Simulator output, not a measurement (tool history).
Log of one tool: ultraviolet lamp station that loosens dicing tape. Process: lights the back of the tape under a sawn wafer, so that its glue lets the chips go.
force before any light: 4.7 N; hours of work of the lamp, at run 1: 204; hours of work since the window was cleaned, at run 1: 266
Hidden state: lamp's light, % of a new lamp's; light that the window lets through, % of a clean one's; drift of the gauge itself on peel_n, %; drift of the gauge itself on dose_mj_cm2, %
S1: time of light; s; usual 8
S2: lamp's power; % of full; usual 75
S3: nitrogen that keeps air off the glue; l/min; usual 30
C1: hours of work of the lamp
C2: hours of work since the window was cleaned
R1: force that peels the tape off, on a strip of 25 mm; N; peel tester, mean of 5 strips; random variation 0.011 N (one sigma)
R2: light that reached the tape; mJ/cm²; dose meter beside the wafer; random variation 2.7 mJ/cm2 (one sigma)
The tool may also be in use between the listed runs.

run	hour	S1	S2	S3	C1	C2	R1	R2
1	0.0	8	75	30	204	266	0.480	368
2	22.9	14	75	30	217	279	0.258	645
# hour 38.0: window cleaned of glue's vapour
3	64.0	14	75	30	239	14	0.260	646
4	88.6	14	75	30	253	28	0.273	652
5	113.5	14	95	30	267	42	0.248	821
6	133.7	14	95	30	278	53	0.239	815
7	163.6	14	95	30	295	70	0.245	815
8	185.2	14	95	59	307	82	0.249	817
9	208.9	14	93	59	320	95	0.232	796
10	251.9	8	75	30	344	119	0.483	371
11	276.3	8	75	30	357	133	0.496	373
12	301.7	16	75	30	372	147	0.247	739
13	339.5	16	75	30	393	168	0.245	734
14	376.5	16	75	30	413	189	0.242	742
15	399.5	16	75	30	426	201	0.250	739
16	435.7	16	75	30	446	222	0.246	733
17	462.3	16	75	30	461	236	0.262	735
18	498.4	8	75	30	481	256	0.497	367
19	536.9	8	75	30	503	278	0.493	372
# hour 553.1: window cleaned of glue's vapour
20	580.8	8	75	30	527	15	0.485	367
21	619.1	8	67	30	548	37	0.590	331
22	658.2	15	75	30	570	59	0.260	698
23	681.1	8	69	30	583	71	0.560	343
24	725.1	8	69	30	607	96	0.555	341
25	761.8	8	69	30	628	116	0.557	337
26	799.8	5	69	30	649	137	1.090	212
27	835.2	11	65	10	669	157	0.595	440
28	881.9	11	65	10	695	183	0.617	444
29	922.7	11	65	10	717	206	0.613	434
30	967.3	8	86	50	742	231	0.365	423
31	995.8	8	86	50	758	247	0.341	419
32	1031.4	8	91	30	778	266	0.359	448
33	1057.2	6	96	56	792	281	0.431	352
# hour 1067.7: window cleaned of glue's vapour
34	1083.1	8	66	30	806	9	0.589	329
35	1123.1	4	75	31	829	31	1.291	183
36	1152.3	11	72	30	845	47	0.334	478
37	1189.7	9	91	11	866	68	0.450	506
38	1224.4	15	82	11	885	87	0.275	749
39	1250.5	15	82	11	900	102	0.279	759
40	1280.9	7	70	30	917	119	0.683	299
41	1301.2	5	84	30	928	130	0.806	262
42	1323.6	5	67	11	940	143	1.561	204
43	1350.4	5	67	11	955	157	1.558	207

The same runs without the tool's hidden state, with the same run-to-run variation:
run	R2
1	369
2	647
3	647
4	653
5	822
6	816
7	816
8	818
9	798
10	372
11	374
12	741
13	736
14	744
15	742
16	736
17	738
18	368
19	373
20	368
21	332
22	700
23	344
24	342
25	339
26	213
27	442
28	446
29	436
30	425
31	421
32	450
33	354
34	330
35	183
36	480
37	507
38	752
39	762
40	301
41	263
42	205
43	208
R1: within 0.007 N of the measured result in every run.
